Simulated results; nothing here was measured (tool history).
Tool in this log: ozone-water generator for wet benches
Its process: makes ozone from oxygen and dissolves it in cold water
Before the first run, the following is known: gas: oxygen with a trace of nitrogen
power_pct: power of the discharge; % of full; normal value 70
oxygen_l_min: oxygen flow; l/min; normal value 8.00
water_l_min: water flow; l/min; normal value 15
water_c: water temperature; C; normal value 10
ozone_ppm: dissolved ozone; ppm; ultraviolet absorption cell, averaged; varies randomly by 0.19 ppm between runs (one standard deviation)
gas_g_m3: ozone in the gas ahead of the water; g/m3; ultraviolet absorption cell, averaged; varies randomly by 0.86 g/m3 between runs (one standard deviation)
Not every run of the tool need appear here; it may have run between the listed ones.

run    hour  power_pct  oxygen_l_min  water_l_min  water_c  ozone_ppm  gas_g_m3
  1     0.0         70          8.00           15       10       23.4     122.7
  2   209.9         70          8.00           15       10       23.6     122.5
  3   356.0         70          8.00           15       10       22.9     122.5
  4   443.5         70          8.00           15       10       23.1     121.0
  5   610.0         70          8.00           15       10       22.8     122.1
  6   717.3         70          8.00           15       10       22.8     121.0
  7   805.3         70          8.00           15       10       22.4     120.9
  8   891.1         70          8.00           15       10       22.6     120.6
  9   998.6         70          8.00           15       10       22.3     119.8
 10  1207.1         70          8.00           15       10       22.5     119.3
 11  1302.6         70          8.00           15       10       22.2     118.0
 12  1513.8         70          8.00            9       10       28.9     118.4
 13  1684.1         70          8.00           15       10       22.1     116.6
 14  1865.8         70          7.52           15       10       22.1     120.4
 15  2040.3         70          7.52           15       10       21.8     120.6
 16  2185.6         70          7.52           15       10       21.7     120.3
 17  2309.6         70          7.52           15       10       21.6     117.2
     2393.2  -- water thermometer calibrated
 18  2498.7         44          7.52           18       10       15.5      93.5
 19  2639.5         44          7.52           18       10       15.0      93.7
 20  2795.7         76          8.77           18       15       17.5     111.0
 21  2921.9         59          8.00           15       10       19.0     102.6
 22  3029.1         59          8.00           15        9       19.9     101.8
 23  3132.4         43          8.00           15       10       16.4      88.4
 24  3306.7         43          8.00           15       10       16.4      87.3
     3341.0  -- contactor cleaned
 25  3451.8         43          8.00           15       10       16.5      87.8
 26  3545.8         70          8.00           13       10       22.3     110.1
 27  3685.0         70          8.00           13       10       22.5     109.1
 28  3882.7         91          4.34           20        8       19.6     174.8

Below are 3 alternative next runs, each starting from the tool's condition after run 28. Predict each:
  A  3982.9         91          6.81           20       11          ?         ?
  B  3982.9         70          8.00           15       10          ?         ?
  C  3982.9         96          4.34           20        8          ?         ?

run  ozone_ppm  gas_g_m3
  A       19.0     134.1
  B       20.5     108.2
  C       20.4     178.9
Without the tool's unlogged condition, the same runs would have read:
run  ozone_ppm  gas_g_m3
  A       26.1     181.9
  B       27.0     141.3
  C       28.1     244.8
